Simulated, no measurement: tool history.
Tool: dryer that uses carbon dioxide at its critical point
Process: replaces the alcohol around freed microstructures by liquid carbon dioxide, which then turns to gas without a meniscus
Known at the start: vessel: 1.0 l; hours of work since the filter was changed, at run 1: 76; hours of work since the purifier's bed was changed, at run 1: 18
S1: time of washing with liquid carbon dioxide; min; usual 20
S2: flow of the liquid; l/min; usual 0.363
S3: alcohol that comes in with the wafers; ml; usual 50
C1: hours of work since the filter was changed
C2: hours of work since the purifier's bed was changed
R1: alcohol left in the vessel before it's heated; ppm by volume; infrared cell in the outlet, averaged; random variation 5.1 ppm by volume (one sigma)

run   hour  S1     S2   S3   C1   C2    R1
  1    0.0  20  0.363   50   76   18    86
  2   14.8  20  0.363   50   83   25    95
  3   27.9  20  0.363   50   89   32    97
  4   42.0  20  0.363   50   96   38   106
  5   50.4  20  0.363   50  100   42   103
  6   64.6  20  0.363   50  107   49    98
  7   79.7  20  0.363   50  114   57   106
  8   89.6  20  0.289   50  119   61   388
  9   97.2  20  0.289   50  123   65   393
 10  107.2  20  0.289   50  127   70   384
 11  120.2  20  0.249   50  134   76   819
 12  133.1  20  0.249   50  140   82   834
 13  146.9  20  0.249   50  146   89   856
 14  160.5  20  0.249   50  153   95   857
 15  171.9  20  0.249   50  158  101   858
 16  178.7  20  0.249   50  162  104   876
 17  187.5  20  0.249   50  166  108   868
 18  200.6  20  0.363   65  172  114   164
 19  208.7  20  0.363   50  176  118   129
 20  221.8  23  0.363   87  182  125   104
 21  235.7  29  0.363   94  189  131    27
 22  244.2  20  0.342   31  193  135   136
 23  251.1  17  0.605   85  196  139    21
 24  258.4  17  0.565   20  200  142    25
 25  265.6  12  0.565   50  203  146   174
 26  273.1  30  0.363   87  207  149    38
 27  288.5  30  0.363   87  214  157    30
 28  296.3  20  0.321   38  218  160   232
 29  307.0  20  0.363   93  223  165   276
 30  314.9  20  0.363   24  227  169    86
 31  327.5  18  0.363   24  233  175   151
 32  340.5  18  0.363   24  239  182   133
 33  353.5  20  0.363  106  246  188   343
 34  365.0  19  0.277   55  251  193   939
 35  373.9  13  0.577   55  255  198   135
 36  383.9  27  0.363  108  260  202    61
 37  395.2  14  0.232   49  265  208  4179
 38  407.7  29  0.567  102  271  214    16

3 ways to go on from here, each from the tool as it stands after run 38. What would each give?
  A  419.6  13  0.372  88  277  219   ?
  B  419.6  28  0.402  35  277  219   ?
  C  419.6  20  0.586  68  277  219   ?

run    R1
  A  1947
  B    19
  C    16
Without the tool's hidden state the same runs would have given:
run    R1
  A  1012
  B     0
  C     0
